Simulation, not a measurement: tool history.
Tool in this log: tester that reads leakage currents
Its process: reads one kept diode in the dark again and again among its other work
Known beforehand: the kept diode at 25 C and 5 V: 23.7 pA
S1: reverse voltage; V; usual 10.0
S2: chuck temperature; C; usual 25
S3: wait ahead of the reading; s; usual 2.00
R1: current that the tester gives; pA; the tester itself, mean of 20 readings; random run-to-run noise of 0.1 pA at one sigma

run,hour,S1,S2,S3,R1
1,0.0,10.0,25,2.00,55.13
2,119.7,10.0,25,2.00,56.69
3,259.5,10.0,25,2.00,59.00
# hour 339.9: chuck's temperature calibrated
4,371.3,3.8,25,2.00,32.05
# hour 393.4: probe card cleaned and baked
5,446.8,10.0,25,2.00,32.34
6,516.2,10.0,34,2.00,65.18
7,631.1,10.0,22,2.00,28.54
8,762.0,10.0,25,2.00,37.45
9,858.0,10.0,39,2.00,101.49
10,956.0,10.0,39,2.19,103.87
11,1025.6,10.0,25,2.00,41.44
# hour 1139.7: tester calibrated
12,1166.7,10.0,25,2.00,42.44
13,1283.1,10.0,25,2.00,44.31
# hour 1301.9: chuck's temperature calibrated
14,1403.0,10.0,25,2.00,41.32
15,1464.2,10.0,25,2.00,42.47
16,1553.8,10.0,25,2.00,43.91
17,1646.1,10.0,25,2.00,45.26
18,1749.2,10.0,25,2.00,46.97
19,1872.9,10.0,25,1.50,48.53
20,1976.7,10.0,25,2.00,50.40
21,2112.6,7.8,55,1.70,282.74
22,2216.0,7.8,55,1.70,288.00
# hour 2259.4: chuck's temperature calibrated
23,2303.0,12.9,21,0.96,49.73
24,2401.1,10.0,54,2.00,271.19
25,2490.3,10.0,44,2.00,149.23
26,2606.9,1.0,25,2.11,16.76
27,2665.4,1.0,25,2.11,16.86
28,2745.8,1.0,25,2.11,17.27
29,2858.0,1.0,25,2.11,17.47
# hour 2872.4: probe card cleaned and baked
30,2995.3,7.7,25,2.00,32.07
31,3083.0,7.7,25,2.00,33.09
32,3166.8,2.2,47,1.82,103.36
# hour 3224.6: chuck's temperature calibrated
33,3298.3,2.2,47,1.82,93.49
34,3429.9,7.9,44,0.57,123.13
35,3488.8,3.0,25,3.30,22.75
36,3611.5,16.8,20,5.74,38.60
37,3713.9,16.8,20,5.74,40.79
38,3835.9,16.8,20,5.74,43.35
39,3940.9,10.0,32,2.00,69.13

What if the next run were any one of these 4? Each begins from the tool's condition after run 39:
A,4017.3,10.0,35,0.33,?
B,4017.3,5.0,25,2.00,?
C,4017.3,7.8,60,2.39,?
D,4017.3,2.2,26,1.62,?

run,R1
A,86.63
B,33.13
C,375.88
D,24.61
Without the tool's unlogged condition, the same runs would have read:
run,R1
A,66.44
B,23.98
C,329.43
D,19.36

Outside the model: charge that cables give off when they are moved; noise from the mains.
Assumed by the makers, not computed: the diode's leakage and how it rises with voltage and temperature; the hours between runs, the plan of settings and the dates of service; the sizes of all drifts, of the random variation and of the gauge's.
